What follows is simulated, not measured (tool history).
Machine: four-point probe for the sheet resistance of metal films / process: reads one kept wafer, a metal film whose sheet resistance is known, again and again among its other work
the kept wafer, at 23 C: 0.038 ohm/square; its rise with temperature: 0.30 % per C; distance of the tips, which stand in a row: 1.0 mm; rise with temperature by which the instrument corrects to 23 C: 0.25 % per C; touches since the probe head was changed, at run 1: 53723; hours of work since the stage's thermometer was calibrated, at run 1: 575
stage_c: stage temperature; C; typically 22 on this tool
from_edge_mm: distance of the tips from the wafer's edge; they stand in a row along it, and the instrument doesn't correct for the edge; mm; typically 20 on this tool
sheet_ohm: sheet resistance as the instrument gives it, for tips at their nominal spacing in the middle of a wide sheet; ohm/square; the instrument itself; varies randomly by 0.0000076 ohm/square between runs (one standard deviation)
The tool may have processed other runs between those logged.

run,hour,stage_c,from_edge_mm,touches since the probe head was changed,hours of work since the stage's thermometer was calibrated,sheet_ohm
1,0.0,22,20,53723,575,0.037487
2,89.4,22,20,57207,621,0.037493
3,155.2,22,20,59775,654,0.037479
4,229.0,21,20,62651,692,0.037448
5,307.3,21,20,65705,732,0.037447
6,359.3,21,20,67734,758,0.037439
7,424.2,21,20,70265,792,0.037441
8,499.8,21,20,73210,830,0.037433
9,539.5,21,20,74759,850,0.037438
10,618.1,22,20,77823,891,0.037441
11,688.6,22,17,80574,927,0.037451
12,767.2,22,17,83640,967,0.037445
13,836.8,25,20,86351,1002,0.037457
14,919.7,25,20,89586,1045,0.037455
15,993.0,25,9,92441,1082,0.037645
16,1062.2,22,20,95140,1117,0.037398
# hour 1068.6: stage's thermometer calibrated
17,1105.0,19,20,96793,19,0.037368
18,1143.4,19,20,98290,38,0.037362
19,1237.4,19,20,101952,86,0.037353
20,1316.1,19,20,105023,126,0.037335
21,1365.1,22,19,106933,151,0.037404
22,1414.8,22,19,108872,177,0.037406
23,1496.5,20,6,112056,219,0.037853
24,1538.1,20,6,113678,240,0.037855
# hour 1567.8: stage's thermometer calibrated, once more
25,1611.5,22,26,116523,22,0.037283
26,1675.8,25,4,119028,55,0.038510
27,1749.8,21,12,121915,93,0.037359
28,1795.9,32,12,123710,117,0.037526
29,1844.1,32,8,125591,141,0.037687
30,1894.9,32,8,127571,167,0.037695
31,1979.9,32,6,130886,211,0.037912
32,2056.2,19,4,133861,250,0.038374
33,2096.6,30,7,135435,270,0.037742
34,2179.6,24,46,138674,313,0.037254
35,2234.7,27,13,140821,341,0.037385
36,2287.1,19,10,142863,367,0.037344
37,2377.0,35,28,146371,413,0.037409
38,2451.4,24,5,149272,451,0.037992
39,2491.3,24,5,150828,472,0.037989
40,2565.9,18,29,153736,510,0.037119
41,2634.6,31,4,156413,545,0.038519
# hour 2668.1: new probe head fitted
42,2698.6,26,15,1190,577,0.037981
43,2770.4,28,55,3990,614,0.037913
44,2849.3,24,6,7065,654,0.038391

Selected run-to-run steps in sheet_ohm, each split into two signed amounts: the part the tool would show with no hidden state at all (from settings, incoming material and random variation), and the remainder, which goes to the hidden state together with any gauge scatter not common to the measured and the hidden-state-free results:
Hidden conditions of the tool in this case: inner tips' distance over the nominal, %; tips' flats over new ones', %; wafer's true temperature over the reading, C; drift of the gauge itself on sheet_ohm, %.
Run 24 -> 25: stage_c 20 -> 22, from_edge_mm 6 -> 26, stage's thermometer calibrated, once more. sheet_ohm -0.000572 ohm/square: hidden state -0.000069, all else -0.000503.
Run 25 -> 26: stage_c 22 -> 25, from_edge_mm 26 -> 4. sheet_ohm +0.001227 ohm/square: hidden state -0.000029, all else +0.001256.
Run 26 -> 27: stage_c 25 -> 21, from_edge_mm 4 -> 12. sheet_ohm -0.001151 ohm/square: hidden state +0.000015, all else -0.001166.
Run 40 -> 41: stage_c 18 -> 31, from_edge_mm 29 -> 4. sheet_ohm +0.001400 ohm/square: hidden state -0.000035, all else +0.001435.
Run 41 -> 42: stage_c 31 -> 26, from_edge_mm 4 -> 15, new probe head fitted. sheet_ohm -0.000538 ohm/square: hidden state +0.000684, all else -0.001222.

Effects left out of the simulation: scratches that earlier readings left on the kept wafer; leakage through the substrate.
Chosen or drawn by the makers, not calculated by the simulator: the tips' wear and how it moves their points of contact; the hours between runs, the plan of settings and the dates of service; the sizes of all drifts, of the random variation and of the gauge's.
